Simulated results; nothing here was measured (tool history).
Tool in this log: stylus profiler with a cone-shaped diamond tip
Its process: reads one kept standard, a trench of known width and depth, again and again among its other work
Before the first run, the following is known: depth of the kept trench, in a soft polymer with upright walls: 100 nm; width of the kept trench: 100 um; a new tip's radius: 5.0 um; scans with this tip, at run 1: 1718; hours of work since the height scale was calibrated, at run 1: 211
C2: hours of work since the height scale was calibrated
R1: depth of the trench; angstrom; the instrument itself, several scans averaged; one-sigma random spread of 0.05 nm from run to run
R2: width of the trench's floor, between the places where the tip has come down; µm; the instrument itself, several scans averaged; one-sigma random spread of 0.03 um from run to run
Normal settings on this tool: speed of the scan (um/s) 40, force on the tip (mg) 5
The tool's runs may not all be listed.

Run 1, day 0: usual settings; scans with this tip 1718; C2 211. Result: R1 1021.4 angstrom, R2 97.87 µm.
Run 2, day 0.954: usual settings; scans with this tip 1815; C2 223. Result: R1 1021.3 angstrom, R2 97.81 µm.
Run 3, day 2.204: usual settings; scans with this tip 1942; C2 238. Result: R1 1020.3 angstrom, R2 97.85 µm.
Run 4, day 3.138: usual settings; scans with this tip 2038; C2 250. Result: R1 1022.1 angstrom, R2 97.83 µm.
Run 5, day 3.875: usual settings; scans with this tip 2112; C2 259. Result: R1 1021.7 angstrom, R2 97.83 µm.
Run 6, day 4.558: usual settings; scans with this tip 2182; C2 268. Result: R1 1020.7 angstrom, R2 97.84 µm.
Run 7, day 5.296: usual settings; scans with this tip 2257; C2 277. Result: R1 1021.1 angstrom, R2 97.8 µm.
Run 8, day 6.4: usual settings; scans with this tip 2369; C2 291. Result: R1 1020.5 angstrom, R2 97.8 µm.
Run 9, day 7.371: usual settings; scans with this tip 2468; C2 303. Result: R1 1021 angstrom, R2 97.82 µm.
Run 10, day 8.75: usual settings; scans with this tip 2608; C2 320. Result: R1 1020.5 angstrom, R2 97.84 µm.
Run 11, day 9.479: usual settings; scans with this tip 2683; C2 329. Result: R1 1020.7 angstrom, R2 97.87 µm.
Run 12, day 10.567: usual settings; scans with this tip 2793; C2 343. Result: R1 1020.8 angstrom, R2 97.82 µm.
Run 13, day 11.929: usual settings; scans with this tip 2932; C2 360. Result: R1 1020.4 angstrom, R2 97.85 µm.
Run 14, day 13.212: usual settings; scans with this tip 3063; C2 376. Result: R1 1021.4 angstrom, R2 97.83 µm.
Run 15, day 14.379: usual settings; scans with this tip 3181; C2 390. Result: R1 1020.6 angstrom, R2 97.81 µm.
Run 16, day 15.7: usual settings but speed of the scan (um/s) 34; scans with this tip 3316; C2 407. Result: R1 1021.6 angstrom, R2 97.83 µm.
Run 17, day 17.142: usual settings but speed of the scan (um/s) 34; scans with this tip 3463; C2 425. Result: R1 1020.8 angstrom, R2 97.84 µm.
Run 18, day 18.392: usual settings but speed of the scan (um/s) 34; scans with this tip 3590; C2 440. Result: R1 1021 angstrom, R2 97.87 µm.
Run 19, day 19.175: usual settings but speed of the scan (um/s) 13; scans with this tip 3670; C2 450. Result: R1 1020.5 angstrom, R2 97.94 µm.
Run 20, day 19.817: usual settings but speed of the scan (um/s) 13; scans with this tip 3735; C2 458. Result: R1 1021.3 angstrom, R2 97.93 µm.
Run 21, day 21.125: usual settings but speed of the scan (um/s) 13, force on the tip (mg) 6.02; scans with this tip 3868; C2 474. Result: R1 1023.7 angstrom, R2 97.93 µm.
Run 22, day 22.392: usual settings but speed of the scan (um/s) 19; scans with this tip 3997; C2 490. Result: R1 1021.3 angstrom, R2 97.93 µm.
Run 23, day 23.808: usual settings but speed of the scan (um/s) 19; scans with this tip 4141; C2 508. Result: R1 1020.7 angstrom, R2 97.91 µm.
Run 24, day 24.6: usual settings but speed of the scan (um/s) 19, force on the tip (mg) 5.72; scans with this tip 4222; C2 518. Result: R1 1022.8 angstrom, R2 97.92 µm.
Run 25, day 25.688: usual settings but speed of the scan (um/s) 19, force on the tip (mg) 5.72; scans with this tip 4332; C2 531. Result: R1 1023.4 angstrom, R2 97.9 µm.
Run 26, day 26.467: usual settings but speed of the scan (um/s) 11, force on the tip (mg) 3.49; scans with this tip 4412; C2 541. Result: R1 1017 angstrom, R2 97.94 µm.
Run 27, day 27.325: usual settings but speed of the scan (um/s) 72; scans with this tip 4499; C2 552. Result: R1 1020.6 angstrom, R2 97.72 µm.
Run 28, day 28.683: usual settings but speed of the scan (um/s) 51; scans with this tip 4637; C2 569. Result: R1 1020.6 angstrom, R2 97.81 µm.
Run 29, day 29.617: usual settings but speed of the scan (um/s) 34, force on the tip (mg) 5.1; scans with this tip 4732; C2 580. Result: R1 1021.4 angstrom, R2 97.89 µm.
Run 30, day 30.621: usual settings but speed of the scan (um/s) 19; scans with this tip 4834; C2 593. Result: R1 1021.1 angstrom, R2 97.94 µm.
Run 31, day 31.454: usual settings but force on the tip (mg) 12.88; scans with this tip 4919; C2 603. Result: R1 1040 angstrom, R2 97.9 µm.
Run 32, day 32.642: usual settings but speed of the scan (um/s) 23, force on the tip (mg) 9.65; scans with this tip 5040; C2 618. Result: R1 1033.1 angstrom, R2 97.97 µm.
Run 33, day 33.742: usual settings but speed of the scan (um/s) 23, force on the tip (mg) 9.65; scans with this tip 5152; C2 632. Result: R1 1033.2 angstrom, R2 97.94 µm.
Run 34, day 34.45: usual settings but speed of the scan (um/s) 29, force on the tip (mg) 7.97; scans with this tip 5224; C2 641. Result: R1 1028.7 angstrom, R2 97.91 µm.
Run 35, day 35.804: usual settings but speed of the scan (um/s) 29, force on the tip (mg) 7.97; scans with this tip 5362; C2 658. Result: R1 1028.4 angstrom, R2 97.93 µm.
Run 36, day 36.592: usual settings but speed of the scan (um/s) 10, force on the tip (mg) 3.97; scans with this tip 5442; C2 667. Result: R1 1017.8 angstrom, R2 97.96 µm.
Run 37, day 37.192: usual settings but speed of the scan (um/s) 24, force on the tip (mg) 5.01; scans with this tip 5503; C2 675. Result: R1 1021.1 angstrom, R2 97.89 µm.
Run 38, day 38.3: usual settings but speed of the scan (um/s) 24, force on the tip (mg) 5.01; scans with this tip 5616; C2 689. Result: R1 1020.7 angstrom, R2 97.87 µm.
Run 39, day 39.262: usual settings but speed of the scan (um/s) 50, force on the tip (mg) 7.88; scans with this tip 5714; C2 701. Result: R1 1028.2 angstrom, R2 97.8 µm.
Run 40, day 40.383: usual settings but speed of the scan (um/s) 26, force on the tip (mg) 6.42; scans with this tip 5828; C2 715. Result: R1 1024.2 angstrom, R2 97.87 µm.
Run 41, day 41.162: usual settings but speed of the scan (um/s) 26, force on the tip (mg) 13.7; scans with this tip 5907; C2 725. Result: R1 1040.8 angstrom, R2 97.89 µm.
Run 42, day 42.225: usual settings but speed of the scan (um/s) 17, force on the tip (mg) 2.29; scans with this tip 6015; C2 738. Result: R1 1012.1 angstrom, R2 97.89 µm.
Run 43, day 43.429: usual settings but speed of the scan (um/s) 17, force on the tip (mg) 2.29; scans with this tip 6138; C2 753. Result: R1 1012.4 angstrom, R2 97.88 µm.
Run 44, day 44.217: usual settings but speed of the scan (um/s) 34, force on the tip (mg) 1.87; scans with this tip 6218; C2 763. Result: R1 1011.5 angstrom, R2 97.75 µm.
Run 45, day 45.692: usual settings but speed of the scan (um/s) 34, force on the tip (mg) 1.87; scans with this tip 6368; C2 781. Result: R1 1011.3 angstrom, R2 97.75 µm.
Run 46, day 46.588: usual settings but speed of the scan (um/s) 31, force on the tip (mg) 13.99; scans with this tip 6459; C2 792. Result: R1 1041.8 angstrom, R2 97.91 µm.

Branching from run 46: 3 alternative next runs. What would each branch give?
Run A, day 47.262: usual settings but force on the tip (mg) 8.39; scans with this tip 6528; C2 801. Result: R1 ?, R2 ?.
Run B, day 47.262: usual settings but speed of the scan (um/s) 34; scans with this tip 6528; C2 801. Result: R1 ?, R2 ?.
Run C, day 47.262: usual settings but speed of the scan (um/s) 19, force on the tip (mg) 2.29; scans with this tip 6528; C2 801. Result: R1 ?, R2 ?.

run      R1     R2
  A  1029.5  97.84
  B  1020.9  97.89
  C  1012.2  97.85
With the hidden condition removed and each run's random variation left untouched, the same runs would have given:
run      R1     R2
  A  1029.6  97.86
  B    1021  97.91
  C  1012.3  97.87
